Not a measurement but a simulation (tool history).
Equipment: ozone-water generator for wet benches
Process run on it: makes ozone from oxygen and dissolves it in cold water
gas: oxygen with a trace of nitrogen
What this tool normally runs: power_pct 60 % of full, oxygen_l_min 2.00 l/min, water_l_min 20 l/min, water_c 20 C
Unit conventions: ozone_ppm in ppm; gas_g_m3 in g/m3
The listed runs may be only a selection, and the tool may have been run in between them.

Run 1, hour 0.0: usual settings. Result: ozone_ppm 7.8 ppm, gas_g_m3 120.8 g/m3.
Run 2, hour 45.2: usual settings. Result: ozone_ppm 7.5 ppm, gas_g_m3 121.7 g/m3.
Run 3, hour 71.6: usual settings. Result: ozone_ppm 7.8 ppm, gas_g_m3 123.5 g/m3.
Run 4, hour 92.8: usual settings but power_pct 94 % of full. Result: ozone_ppm 11.0 ppm, gas_g_m3 175.7 g/m3.
Run 5, hour 131.5: usual settings but power_pct 94 % of full. Result: ozone_ppm 10.9 ppm, gas_g_m3 174.2 g/m3.
Run 6, hour 154.1: usual settings but power_pct 94 % of full. Result: ozone_ppm 11.0 ppm, gas_g_m3 175.8 g/m3.
Run 7, hour 178.0: usual settings but power_pct 94 % of full. Result: ozone_ppm 10.9 ppm, gas_g_m3 174.4 g/m3.
Run 8, hour 218.2: usual settings. Result: ozone_ppm 7.6 ppm, gas_g_m3 121.8 g/m3.
Run 9, hour 263.5: usual settings. Result: ozone_ppm 7.7 ppm, gas_g_m3 123.5 g/m3.
Run 10, hour 284.9: usual settings. Result: ozone_ppm 7.6 ppm, gas_g_m3 122.0 g/m3.
Run 11, hour 324.8: usual settings. Result: ozone_ppm 7.4 ppm, gas_g_m3 121.4 g/m3.
Run 12, hour 367.3: usual settings. Result: ozone_ppm 7.4 ppm, gas_g_m3 121.7 g/m3.
Run 13, hour 406.5: usual settings. Result: ozone_ppm 7.6 ppm, gas_g_m3 120.9 g/m3.
Run 14, hour 434.2: usual settings. Result: ozone_ppm 7.5 ppm, gas_g_m3 120.6 g/m3.
Run 15, hour 454.9: usual settings but power_pct 41 % of full. Result: ozone_ppm 5.7 ppm, gas_g_m3 89.5 g/m3.
Run 16, hour 495.8: usual settings but power_pct 41 % of full, water_l_min 28 l/min, water_c 14 C. Result: ozone_ppm 4.1 ppm, gas_g_m3 90.0 g/m3.
Run 17, hour 521.0: usual settings but power_pct 41 % of full, water_l_min 28 l/min, water_c 14 C. Result: ozone_ppm 4.1 ppm, gas_g_m3 89.5 g/m3.
Run 18, hour 560.4: usual settings but power_pct 41 % of full, oxygen_l_min 3.36 l/min, water_l_min 29 l/min, water_c 19 C. Result: ozone_ppm 5.0 ppm, gas_g_m3 76.1 g/m3.
Run 19, hour 604.7: usual settings but power_pct 55 % of full, oxygen_l_min 3.51 l/min, water_l_min 16 l/min, water_c 17 C. Result: ozone_ppm 10.4 ppm, gas_g_m3 94.7 g/m3.
Run 20, hour 645.7: usual settings but power_pct 55 % of full, oxygen_l_min 3.51 l/min, water_l_min 16 l/min, water_c 17 C. Result: ozone_ppm 10.6 ppm, gas_g_m3 94.2 g/m3.
Run 21, hour 681.5: usual settings but power_pct 92 % of full, oxygen_l_min 1.31 l/min, water_l_min 14 l/min, water_c 26 C. Result: ozone_ppm 11.4 ppm, gas_g_m3 190.3 g/m3.
Run 22, hour 711.8: usual settings but power_pct 54 % of full, oxygen_l_min 1.08 l/min, water_l_min 14 l/min, water_c 18 C. Result: ozone_ppm 7.4 ppm, gas_g_m3 133.8 g/m3.
Run 23, hour 750.3: usual settings but power_pct 84 % of full, oxygen_l_min 3.31 l/min, water_l_min 28 l/min, water_c 18 C. Result: ozone_ppm 8.9 ppm, gas_g_m3 132.8 g/m3.
Run 24, hour 785.9: usual settings but power_pct 56 % of full, oxygen_l_min 1.64 l/min, water_l_min 28 l/min, water_c 18 C. Result: ozone_ppm 4.7 ppm, gas_g_m3 121.1 g/m3.
Run 25, hour 807.8: usual settings but power_pct 56 % of full, oxygen_l_min 1.64 l/min, water_l_min 28 l/min, water_c 18 C. Result: ozone_ppm 4.8 ppm, gas_g_m3 119.7 g/m3.
Run 26, hour 839.5: usual settings but power_pct 56 % of full, oxygen_l_min 1.64 l/min, water_l_min 28 l/min, water_c 18 C. Result: ozone_ppm 4.6 ppm, gas_g_m3 118.5 g/m3.
Run 27, hour 866.1: usual settings but power_pct 49 % of full, water_l_min 26 l/min. Result: ozone_ppm 5.1 ppm, gas_g_m3 101.8 g/m3.
Run 28, hour 900.8: usual settings but power_pct 45 % of full, oxygen_l_min 2.48 l/min, water_l_min 18 l/min, water_c 14 C. Result: ozone_ppm 7.7 ppm, gas_g_m3 90.0 g/m3.
Run 29, hour 940.1: usual settings but oxygen_l_min 1.19 l/min. Result: ozone_ppm 5.7 ppm, gas_g_m3 140.5 g/m3.

Pick out some run-to-run changes in ozone_ppm. Of each, how much would a tool without hidden state show as well, from the settings, what came in and chance, and how much is left for the hidden state and any gauge scatter not in both results compared?
What the log doesn't record here: yield of the discharge, % of new electrodes'; contactor's efficiency, % of a clean one's; true water temperature over the reading, C; drift of the gauge itself on ozone_ppm, %; drift of the gauge itself on gas_g_m3, %.
Run 18 -> 19: power_pct 41 -> 55, oxygen_l_min 3.36 -> 3.51, water_l_min 29 -> 16, water_c 19 -> 17. ozone_ppm +5.4 ppm: hidden state -0.6, all else +6.0.
Run 21 -> 22: power_pct 92 -> 54, oxygen_l_min 1.31 -> 1.08, water_c 26 -> 18. ozone_ppm -4.0 ppm: hidden state +0.8, all else -4.8.
Run 23 -> 24: power_pct 84 -> 56, oxygen_l_min 3.31 -> 1.64. ozone_ppm -4.2 ppm: hidden state +0.7, all else -4.9.
